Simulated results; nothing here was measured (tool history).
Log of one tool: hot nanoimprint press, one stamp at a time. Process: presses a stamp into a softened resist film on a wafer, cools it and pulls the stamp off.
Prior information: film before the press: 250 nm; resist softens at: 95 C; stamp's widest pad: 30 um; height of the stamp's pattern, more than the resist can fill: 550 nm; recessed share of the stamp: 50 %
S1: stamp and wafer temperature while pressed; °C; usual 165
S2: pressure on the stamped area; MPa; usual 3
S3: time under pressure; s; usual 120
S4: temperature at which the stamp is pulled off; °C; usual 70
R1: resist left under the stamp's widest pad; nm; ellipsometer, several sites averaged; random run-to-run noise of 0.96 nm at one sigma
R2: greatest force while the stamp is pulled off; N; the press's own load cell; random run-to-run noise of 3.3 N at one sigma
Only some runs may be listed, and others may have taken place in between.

{"run": 1, "hour": 0.0, "S1": 165, "S2": 3, "S3": 120, "S4": 70, "R1": 135, "R2": 153}
{"run": 2, "hour": 17.9, "S1": 165, "S2": 3, "S3": 120, "S4": 70, "R1": 135.6, "R2": 159}
{"run": 3, "hour": 26.5, "S1": 165, "S2": 3, "S3": 120, "S4": 70, "R1": 135.7, "R2": 158}
{"run": 4, "hour": 39.2, "S1": 165, "S2": 3, "S3": 120, "S4": 70, "R1": 136, "R2": 157}
{"hour": 50.7, "done": "plate thermocouple calibrated"}
{"run": 5, "hour": 57.9, "S1": 165, "S2": 2.13, "S3": 120, "S4": 70, "R1": 153.7, "R2": 155}
{"run": 6, "hour": 66.8, "S1": 165, "S2": 3, "S3": 120, "S4": 70, "R1": 137.1, "R2": 161}
{"run": 7, "hour": 75.0, "S1": 161, "S2": 2.66, "S3": 65, "S4": 69, "R1": 189.2, "R2": 161}
{"run": 8, "hour": 88.9, "S1": 161, "S2": 2.66, "S3": 65, "S4": 69, "R1": 188.5, "R2": 156}
{"run": 9, "hour": 101.1, "S1": 161, "S2": 2.66, "S3": 65, "S4": 69, "R1": 186.2, "R2": 159}
{"run": 10, "hour": 111.5, "S1": 171, "S2": 2.73, "S3": 100, "S4": 61, "R1": 121.9, "R2": 185}
{"run": 11, "hour": 126.1, "S1": 174, "S2": 3, "S3": 120, "S4": 70, "R1": 97.4, "R2": 152}

Branching from run 11: 4 alternative next runs. What would each branch give?
{"run": "A", "hour": 133.8, "S1": 166, "S2": 4.09, "S3": 120, "S4": 72, "R1": "?", "R2": "?"}
{"run": "B", "hour": 133.8, "S1": 165, "S2": 1.92, "S3": 181, "S4": 70, "R1": "?", "R2": "?"}
{"run": "C", "hour": 133.8, "S1": 165, "S2": 3, "S3": 120, "S4": 73, "R1": "?", "R2": "?"}
{"run": "D", "hour": 133.8, "S1": 174, "S2": 3, "S3": 125, "S4": 70, "R1": "?", "R2": "?"}

run=A R1=117.1 R2=148
run=B R1=140.4 R2=156
run=C R1=135 R2=149
run=D R1=97.3 R2=152
Without the tool's unlogged condition, the same runs would have read:
run=A R1=117 R2=148
run=B R1=140.4 R2=156
run=C R1=135 R2=148
run=D R1=97.3 R2=151
